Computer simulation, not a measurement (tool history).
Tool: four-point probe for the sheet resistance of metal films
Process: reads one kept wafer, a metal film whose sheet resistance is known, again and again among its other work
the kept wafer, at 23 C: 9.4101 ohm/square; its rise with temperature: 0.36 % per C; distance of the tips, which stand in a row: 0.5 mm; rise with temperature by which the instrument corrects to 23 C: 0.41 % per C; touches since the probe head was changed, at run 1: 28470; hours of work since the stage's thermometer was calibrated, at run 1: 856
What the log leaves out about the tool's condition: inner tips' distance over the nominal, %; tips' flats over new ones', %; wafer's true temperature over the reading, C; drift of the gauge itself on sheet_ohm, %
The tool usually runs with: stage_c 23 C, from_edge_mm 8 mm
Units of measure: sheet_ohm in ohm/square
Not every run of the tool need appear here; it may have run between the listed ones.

run   hour  stage_c  from_edge_mm  touches since the probe head was changed  hours of work since the stage's thermometer was calibrated  sheet_ohm
  1      0       23             8                                     28470                                                         856   9.503187
  2   21.7       23             8                                     29288                                                         870   9.499743
  3   47.9       23             8                                     30276                                                         887   9.500114
  4   63.2       23             8                                     30852                                                         897   9.500003
  5   95.2       23             8                                     32055                                                         917   9.502241
  6  108.3       23             8                                     32551                                                         926      9.503
  7  139.8       23             8                                     33736                                                         946   9.504004
  8  170.7       23             8                                     34902                                                         966   9.504137
  9  191.5       29             7                                     35684                                                         979   9.485665
 10  206.3       24            63                                     36244                                                         989    9.48137
 11  229.8       24            63                                     37128                                                        1004   9.481003
     232.2  -- stage's thermometer calibrated
 12    254       23            24                                     38022                                                          14   9.493598
 13  281.5       32            17                                     39057                                                          32   9.456596
 14  296.4       32             9                                     39619                                                          41   9.465548
 15  315.7       24             9                                     40347                                                          54   9.507088

Predict each of these 5 candidate next runs independently; none follows another, all start after run 15:
  A  347.8       23             5                                     41555                                                          75          ?
  B  347.8       23            32                                     41555                                                          75          ?
  C  347.8       21            44                                     41555                                                          75          ?
  D  347.8       28             6                                     41555                                                          75          ?
  E  347.8       31             8                                     41555                                                          75          ?

run  sheet_ohm
  A   9.547386
  B   9.498576
  C   9.506735
  D   9.511488
  E   9.478446
Had the tool no hidden state, the same runs would have come out as:
run  sheet_ohm
  A   9.459606
  B   9.411218
  C   9.419167
  D   9.424357
  E   9.391799

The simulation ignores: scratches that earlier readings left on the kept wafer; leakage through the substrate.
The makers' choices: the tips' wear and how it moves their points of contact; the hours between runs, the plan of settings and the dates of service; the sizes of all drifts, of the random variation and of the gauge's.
